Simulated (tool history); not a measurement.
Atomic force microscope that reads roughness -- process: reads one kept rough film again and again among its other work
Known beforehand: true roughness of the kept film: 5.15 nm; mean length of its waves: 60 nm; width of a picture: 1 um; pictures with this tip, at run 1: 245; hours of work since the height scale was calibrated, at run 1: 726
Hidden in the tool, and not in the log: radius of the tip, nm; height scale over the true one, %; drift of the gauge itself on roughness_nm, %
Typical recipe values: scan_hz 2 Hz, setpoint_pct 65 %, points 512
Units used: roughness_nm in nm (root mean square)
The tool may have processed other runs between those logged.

run	hour	scan_hz	setpoint_pct	points	pictures with this tip	hours of work since the height scale was calibrated	roughness_nm
1	0	2	65	512	245	726	4.242
2	15.8	2	65	512	284	738	4.192
3	35.4	2	65	512	333	754	4.147
# hour 59.4: new tip fitted
4	73	2	65	512	34	783	4.653
5	90.1	2	65	669	77	797	4.569
6	106.9	2	65	295	119	810	4.496
7	143.2	2	65	295	209	839	4.367
8	168.4	1.95	65	474	272	859	4.293

What will run 9 give?
9	192.3	2.61	80	512	332	878	?

For run 9 the tool returned roughness_nm 3.887 nm (root mean square).
Minus the tool's unlogged condition, the same run would have read roughness_nm 4.401 nm (root mean square).
